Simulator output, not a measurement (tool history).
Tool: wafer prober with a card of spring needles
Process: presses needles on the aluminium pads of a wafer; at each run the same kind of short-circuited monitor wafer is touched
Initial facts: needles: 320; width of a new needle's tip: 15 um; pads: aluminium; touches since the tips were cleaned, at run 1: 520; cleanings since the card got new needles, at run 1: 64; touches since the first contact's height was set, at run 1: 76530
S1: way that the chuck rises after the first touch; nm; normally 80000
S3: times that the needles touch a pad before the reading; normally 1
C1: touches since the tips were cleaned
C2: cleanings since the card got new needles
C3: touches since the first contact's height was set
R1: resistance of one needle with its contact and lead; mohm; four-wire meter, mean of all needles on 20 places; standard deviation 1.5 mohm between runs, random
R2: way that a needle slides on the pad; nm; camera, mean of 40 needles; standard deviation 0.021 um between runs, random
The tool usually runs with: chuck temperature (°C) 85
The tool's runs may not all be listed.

{"run": 1, "day": 0.0, "S1": 80000, "chuck temperature (°C)": 85, "S3": 1, "C1": 520, "C2": 64, "C3": 76530, "R1": 150, "R2": 9850}
{"day": 0.462, "done": "tips cleaned on abrasive film"}
{"run": 2, "day": 0.55, "S1": 80000, "chuck temperature (°C)": 85, "S3": 1, "C1": 969, "C2": 65, "C3": 82512, "R1": 178, "R2": 9840}
{"day": 1.042, "done": "tips cleaned on abrasive film"}
{"day": 1.567, "done": "tips cleaned on abrasive film"}
{"run": 3, "day": 1.567, "S1": 80000, "chuck temperature (°C)": 85, "S3": 1, "C1": 0, "C2": 67, "C3": 93623, "R1": 140, "R2": 9770}
{"day": 2.15, "done": "tips cleaned on abrasive film"}
{"run": 4, "day": 2.254, "S1": 80000, "chuck temperature (°C)": 85, "S3": 1, "C1": 1145, "C2": 68, "C3": 101104, "R1": 154, "R2": 9820}
{"day": 2.696, "done": "tips cleaned on abrasive film"}
{"run": 5, "day": 3.167, "S1": 80000, "chuck temperature (°C)": 85, "S3": 1, "C1": 5188, "C2": 69, "C3": 111107, "R1": 168, "R2": 9780}
{"day": 3.229, "done": "tips cleaned on abrasive film"}
{"day": 3.775, "done": "tips cleaned on abrasive film"}
{"run": 6, "day": 4.083, "S1": 78000, "chuck temperature (°C)": 85, "S3": 1, "C1": 3394, "C2": 71, "C3": 121079, "R1": 168, "R2": 9560}
{"day": 4.275, "done": "tips cleaned on abrasive film, once more"}
{"day": 4.783, "done": "tips cleaned on abrasive film"}
{"day": 5.312, "done": "tips cleaned on abrasive film"}
{"run": 7, "day": 5.404, "S1": 80000, "chuck temperature (°C)": 102, "S3": 1, "C1": 1001, "C2": 74, "C3": 135446, "R1": 157, "R2": 9800}
{"day": 5.917, "done": "tips cleaned on abrasive film"}
{"day": 6.421, "done": "tips cleaned on abrasive film"}
{"run": 8, "day": 6.471, "S1": 62000, "chuck temperature (°C)": 85, "S3": 1, "C1": 528, "C2": 76, "C3": 147062, "R1": 156, "R2": 7480}
{"day": 6.933, "done": "tips cleaned on abrasive film"}
{"day": 7.433, "done": "tips cleaned on abrasive film"}
{"run": 9, "day": 7.496, "S1": 99000, "chuck temperature (°C)": 85, "S3": 1, "C1": 675, "C2": 78, "C3": 158226, "R1": 146, "R2": 12100}
{"day": 8.025, "done": "tips cleaned on abrasive film"}
{"day": 8.471, "done": "height of the first contact set anew"}
{"day": 8.638, "done": "tips cleaned on abrasive film"}
{"run": 10, "day": 8.725, "S1": 99000, "chuck temperature (°C)": 85, "S3": 1, "C1": 955, "C2": 80, "C3": 2746, "R1": 145, "R2": 12320}
{"day": 9.192, "done": "tips cleaned on abrasive film"}
{"day": 9.708, "done": "tips cleaned on abrasive film"}
{"run": 11, "day": 9.883, "S1": 99000, "chuck temperature (°C)": 85, "S3": 1, "C1": 1917, "C2": 82, "C3": 15396, "R1": 151, "R2": 12310}
{"day": 10.325, "done": "tips cleaned on abrasive film"}
{"day": 10.846, "done": "tips cleaned on abrasive film"}
{"run": 12, "day": 10.904, "S1": 99000, "chuck temperature (°C)": 85, "S3": 1, "C1": 654, "C2": 84, "C3": 26522, "R1": 143, "R2": 12280}
{"day": 11.446, "done": "tips cleaned on abrasive film"}
{"run": 13, "day": 11.608, "S1": 94000, "chuck temperature (°C)": 85, "S3": 1, "C1": 1778, "C2": 85, "C3": 34183, "R1": 153, "R2": 11620}
{"day": 11.983, "done": "tips cleaned on abrasive film"}
{"day": 12.488, "done": "tips cleaned on abrasive film"}
{"run": 14, "day": 12.562, "S1": 80000, "chuck temperature (°C)": 85, "S3": 1, "C1": 833, "C2": 87, "C3": 44589, "R1": 156, "R2": 9860}
{"day": 13.012, "done": "tips cleaned on abrasive film"}
{"run": 15, "day": 13.096, "S1": 64000, "chuck temperature (°C)": 85, "S3": 1, "C1": 893, "C2": 88, "C3": 50394, "R1": 164, "R2": 7850}
{"day": 13.533, "done": "tips cleaned on abrasive film"}
{"run": 16, "day": 13.929, "S1": 72000, "chuck temperature (°C)": 34, "S3": 1, "C1": 4379, "C2": 89, "C3": 59522, "R1": 172, "R2": 8880}
{"day": 14.142, "done": "tips cleaned on abrasive film"}
{"day": 14.671, "done": "tips cleaned on abrasive film"}
{"run": 17, "day": 14.958, "S1": 72000, "chuck temperature (°C)": 34, "S3": 1, "C1": 3141, "C2": 91, "C3": 70732, "R1": 171, "R2": 8870}
{"day": 15.238, "done": "tips cleaned on abrasive film"}
{"day": 15.842, "done": "tips cleaned on abrasive film"}
{"run": 18, "day": 16.271, "S1": 72000, "chuck temperature (°C)": 34, "S3": 1, "C1": 4726, "C2": 93, "C3": 85052, "R1": 172, "R2": 8840}
{"day": 16.442, "done": "tips cleaned on abrasive film"}
{"run": 19, "day": 16.9, "S1": 62000, "chuck temperature (°C)": 58, "S3": 3, "C1": 5012, "C2": 94, "C3": 91909, "R1": 159, "R2": 7600}
{"day": 17.012, "done": "tips cleaned on abrasive film"}
{"day": 17.554, "done": "tips cleaned on abrasive film"}
{"run": 20, "day": 17.638, "S1": 80000, "chuck temperature (°C)": 34, "S3": 1, "C1": 930, "C2": 96, "C3": 99960, "R1": 148, "R2": 9800}
{"day": 18.142, "done": "tips cleaned on abrasive film"}
{"run": 21, "day": 18.367, "S1": 62000, "chuck temperature (°C)": 50, "S3": 2, "C1": 2456, "C2": 97, "C3": 107897, "R1": 159, "R2": 7590}
{"day": 18.671, "done": "tips cleaned on abrasive film"}
{"day": 19.212, "done": "tips cleaned on abrasive film"}
{"run": 22, "day": 19.292, "S1": 94000, "chuck temperature (°C)": 50, "S3": 1, "C1": 869, "C2": 99, "C3": 117988, "R1": 146, "R2": 11510}
{"day": 19.738, "done": "tips cleaned on abrasive film"}
{"day": 20.238, "done": "tips cleaned on abrasive film"}
{"run": 23, "day": 20.246, "S1": 73000, "chuck temperature (°C)": 88, "S3": 2, "C1": 83, "C2": 101, "C3": 128378, "R1": 146, "R2": 8920}
{"day": 20.829, "done": "tips cleaned on abrasive film"}
{"run": 24, "day": 20.862, "S1": 73000, "chuck temperature (°C)": 88, "S3": 2, "C1": 340, "C2": 102, "C3": 135084, "R1": 148, "R2": 8950}
{"day": 21.433, "done": "tips cleaned on abrasive film"}
{"run": 25, "day": 21.467, "S1": 73000, "chuck temperature (°C)": 88, "S3": 2, "C1": 367, "C2": 103, "C3": 141710, "R1": 145, "R2": 8930}
{"day": 21.992, "done": "tips cleaned on abrasive film"}
{"run": 26, "day": 22.458, "S1": 73000, "chuck temperature (°C)": 101, "S3": 3, "C1": 5122, "C2": 104, "C3": 152545, "R1": 158, "R2": 8920}
{"day": 22.562, "done": "tips cleaned on abrasive film"}
{"day": 23.142, "done": "tips cleaned on abrasive film"}
{"run": 27, "day": 23.512, "S1": 73000, "chuck temperature (°C)": 101, "S3": 3, "C1": 4054, "C2": 106, "C3": 164018, "R1": 155, "R2": 8900}
{"day": 23.725, "done": "tips cleaned on abrasive film"}
{"day": 23.983, "done": "height of the first contact set anew"}
{"run": 28, "day": 24.104, "S1": 73000, "chuck temperature (°C)": 38, "S3": 1, "C1": 3996, "C2": 107, "C3": 1315, "R1": 169, "R2": 9090}
{"day": 24.296, "done": "tips cleaned on abrasive film"}
{"day": 24.804, "done": "tips cleaned on abrasive film"}
{"run": 29, "day": 24.833, "S1": 73000, "chuck temperature (°C)": 38, "S3": 1, "C1": 338, "C2": 109, "C3": 9249, "R1": 141, "R2": 9070}
{"day": 25.412, "done": "tips cleaned on abrasive film"}
{"run": 30, "day": 25.429, "S1": 73000, "chuck temperature (°C)": 38, "S3": 1, "C1": 192, "C2": 110, "C3": 15737, "R1": 137, "R2": 9090}

Below are 3 alternative next runs, each starting from the tool's condition after run 30. Predict each:
{"day": 25.929, "done": "tips cleaned on abrasive film"}
{"day": 26.521, "done": "tips cleaned on abrasive film"}
{"run": "A", "day": 26.596, "S1": 87000, "chuck temperature (°C)": 55, "S3": 1, "C1": 826, "C2": 112, "C3": 28486, "R1": "?", "R2": "?"}
{"day": 25.929, "done": "tips cleaned on abrasive film"}
{"day": 26.521, "done": "tips cleaned on abrasive film"}
{"run": "B", "day": 26.596, "S1": 74000, "chuck temperature (°C)": 33, "S3": 3, "C1": 826, "C2": 112, "C3": 28486, "R1": "?", "R2": "?"}
{"day": 25.929, "done": "tips cleaned on abrasive film"}
{"day": 26.521, "done": "tips cleaned on abrasive film"}
{"run": "C", "day": 26.596, "S1": 79000, "chuck temperature (°C)": 58, "S3": 2, "C1": 826, "C2": 112, "C3": 28486, "R1": "?", "R2": "?"}

run=A R1=147 R2=10780
run=B R1=139 R2=9180
run=C R1=142 R2=9780
Take away the tool's hidden state, keep each run's random variation, and the runs would have read:
run=A R1=134 R2=10810
run=B R1=132 R2=9210
run=C R1=132 R2=9810
